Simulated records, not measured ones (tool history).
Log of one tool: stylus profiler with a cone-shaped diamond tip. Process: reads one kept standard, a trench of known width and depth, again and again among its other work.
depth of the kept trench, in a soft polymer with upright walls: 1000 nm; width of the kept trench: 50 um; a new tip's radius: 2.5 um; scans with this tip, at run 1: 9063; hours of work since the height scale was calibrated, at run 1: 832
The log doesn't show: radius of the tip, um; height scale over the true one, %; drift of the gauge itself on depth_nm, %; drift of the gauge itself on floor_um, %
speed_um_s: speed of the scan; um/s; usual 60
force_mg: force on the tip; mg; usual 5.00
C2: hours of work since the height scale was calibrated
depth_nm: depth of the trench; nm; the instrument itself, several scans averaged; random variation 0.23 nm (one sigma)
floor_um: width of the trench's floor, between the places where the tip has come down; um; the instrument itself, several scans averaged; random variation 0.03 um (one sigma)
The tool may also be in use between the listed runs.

run 1 hour=0.0 | speed_um_s=60 force_mg=5.00 | scans_with_this_tip=9063 C2=832 | depth_nm=1028.13 floor_um=43.90
run 2 hour=15.3 | speed_um_s=82 force_mg=5.00 | scans_with_this_tip=9193 C2=844 | depth_nm=1027.76 floor_um=43.84
run 3 hour=33.1 | speed_um_s=82 force_mg=5.00 | scans_with_this_tip=9344 C2=858 | depth_nm=1027.97 floor_um=43.81
run 4 hour=59.0 | speed_um_s=57 force_mg=5.00 | scans_with_this_tip=9563 C2=878 | depth_nm=1027.95 floor_um=43.89
run 5 hour=87.2 | speed_um_s=57 force_mg=5.00 | scans_with_this_tip=9803 C2=900 | depth_nm=1027.69 floor_um=43.84
run 6 hour=103.9 | speed_um_s=16 force_mg=5.00 | scans_with_this_tip=9945 C2=913 | depth_nm=1028.24 floor_um=43.99
run 7 hour=137.3 | speed_um_s=16 force_mg=5.00 | scans_with_this_tip=10227 C2=939 | depth_nm=1028.49 floor_um=43.87
run 8 hour=161.5 | speed_um_s=16 force_mg=5.00 | scans_with_this_tip=10433 C2=958 | depth_nm=1028.00 floor_um=43.91
run 9 hour=192.0 | speed_um_s=60 force_mg=5.00 | scans_with_this_tip=10691 C2=981 | depth_nm=1028.13 floor_um=43.71
run 10 hour=215.1 | speed_um_s=60 force_mg=5.00 | scans_with_this_tip=10887 C2=999 | depth_nm=1029.08 floor_um=43.68
run 11 hour=240.7 | speed_um_s=60 force_mg=5.00 | scans_with_this_tip=11104 C2=1019 | depth_nm=1028.82 floor_um=43.63
run 12 hour=256.1 | speed_um_s=60 force_mg=5.00 | scans_with_this_tip=11235 C2=1031 | depth_nm=1028.65 floor_um=43.58
run 13 hour=271.7 | speed_um_s=62 force_mg=5.00 | scans_with_this_tip=11368 C2=1043 | depth_nm=1029.52 floor_um=43.58
run 14 hour=300.4 | speed_um_s=99 force_mg=11.05 | scans_with_this_tip=11611 C2=1066 | depth_nm=1045.54 floor_um=43.52
run 15 hour=331.2 | speed_um_s=99 force_mg=11.05 | scans_with_this_tip=11872 C2=1090 | depth_nm=1045.96 floor_um=43.43
-- hour=333.5 height scale calibrated on a step standard
run 16 hour=358.7 | speed_um_s=93 force_mg=2.89 | scans_with_this_tip=12101 C2=20 | depth_nm=1023.89 floor_um=43.32
run 17 hour=386.3 | speed_um_s=16 force_mg=2.18 | scans_with_this_tip=12335 C2=41 | depth_nm=1021.09 floor_um=43.52
-- hour=404.1 height scale calibrated on a step standard, once more
run 18 hour=423.0 | speed_um_s=36 force_mg=6.18 | scans_with_this_tip=12642 C2=15 | depth_nm=1027.66 floor_um=43.52
run 19 hour=449.3 | speed_um_s=36 force_mg=6.18 | scans_with_this_tip=12865 C2=35 | depth_nm=1027.55 floor_um=43.44
run 20 hour=467.2 | speed_um_s=54 force_mg=5.00 | scans_with_this_tip=13017 C2=49 | depth_nm=1023.70 floor_um=43.35
-- hour=482.8 new tip fitted, height scale calibrated
run 21 hour=495.9 | speed_um_s=60 force_mg=4.15 | scans_with_this_tip=111 C2=10 | depth_nm=1020.88 floor_um=45.81
run 22 hour=515.8 | speed_um_s=20 force_mg=9.67 | scans_with_this_tip=280 C2=26 | depth_nm=1036.73 floor_um=45.98
run 23 hour=552.1 | speed_um_s=29 force_mg=9.67 | scans_with_this_tip=588 C2=54 | depth_nm=1036.11 floor_um=45.89
run 24 hour=579.6 | speed_um_s=26 force_mg=3.51 | scans_with_this_tip=821 C2=75 | depth_nm=1018.90 floor_um=45.77
run 25 hour=595.4 | speed_um_s=123 force_mg=9.52 | scans_with_this_tip=955 C2=88 | depth_nm=1036.24 floor_um=45.53

Forecast each of these 3 alternatives for the next run:
run A hour=614.6 | speed_um_s=37 force_mg=9.52 | scans_with_this_tip=1118 C2=103 | depth_nm=? floor_um=?
run B hour=614.6 | speed_um_s=48 force_mg=5.00 | scans_with_this_tip=1118 C2=103 | depth_nm=? floor_um=?
run C hour=614.6 | speed_um_s=49 force_mg=2.29 | scans_with_this_tip=1118 C2=103 | depth_nm=? floor_um=?

run=A depth_nm=1036.74 floor_um=45.63
run=B depth_nm=1023.70 floor_um=45.60
run=C depth_nm=1014.47 floor_um=45.53
Without the tool's hidden state the same runs would have given:
run=A depth_nm=1036.36 floor_um=45.84
run=B depth_nm=1023.32 floor_um=45.80
run=C depth_nm=1014.10 floor_um=45.73
